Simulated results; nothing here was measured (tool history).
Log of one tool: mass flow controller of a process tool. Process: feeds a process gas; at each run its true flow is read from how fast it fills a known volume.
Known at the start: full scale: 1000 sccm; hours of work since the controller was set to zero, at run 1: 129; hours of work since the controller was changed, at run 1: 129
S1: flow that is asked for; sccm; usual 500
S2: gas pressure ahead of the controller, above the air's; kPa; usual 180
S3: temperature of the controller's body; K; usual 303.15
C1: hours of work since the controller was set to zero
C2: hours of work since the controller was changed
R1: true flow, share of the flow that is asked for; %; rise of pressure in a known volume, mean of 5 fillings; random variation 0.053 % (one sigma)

run	hour	S1	S2	S3	C1	C2	R1
1	0	500	180	303.15	129	129	99.35
2	93	500	180	296.15	163	163	98.83
3	180.2	500	180	307.15	195	195	99.54
4	294	500	180	303.15	237	237	99.33
5	355.3	500	180	303.15	260	260	99.29
6	465	500	180	303.15	301	301	99.28
7	519.8	500	244	303.15	321	321	99.74
# hour 527.7: controller's zero set anew
8	617.2	500	180	303.15	33	357	99.31
9	740.8	500	180	303.15	79	402	99.36
# hour 758.8: controller's zero set anew, once more
10	812.1	500	180	303.15	20	428	99.25
11	888.1	500	180	303.15	48	456	99.34
12	948.9	458	204	312.15	70	479	99.92
13	1006.7	500	180	310.15	91	500	99.81
14	1088.6	231	239	312.15	122	530	99.85
15	1146	659	197	296.15	143	552	99.25
16	1202	618	256	306.15	164	572	100.24
17	1295	474	180	304.15	198	606	99.37
18	1349.9	500	180	305.15	218	627	99.44
19	1470.7	500	180	305.15	263	671	99.41
20	1598.7	243	234	296.15	310	719	98.89
21	1689	500	180	307.15	343	752	99.59

The same runs without the tool's hidden state, with the same run-to-run variation:
The hidden state here: flow at rest that the sensor doesn't see, % of full scale; true flow over the shown one, %; drift of the gauge itself on true_pct, %.
run	R1
1	99.21
2	98.69
3	99.39
4	99.19
5	99.14
6	99.14
7	99.59
8	99.12
9	99.17
10	99.1
11	99.19
12	99.76
13	99.66
14	99.55
15	99.13
16	100.12
17	99.21
18	99.29
19	99.25
20	98.56
21	99.43
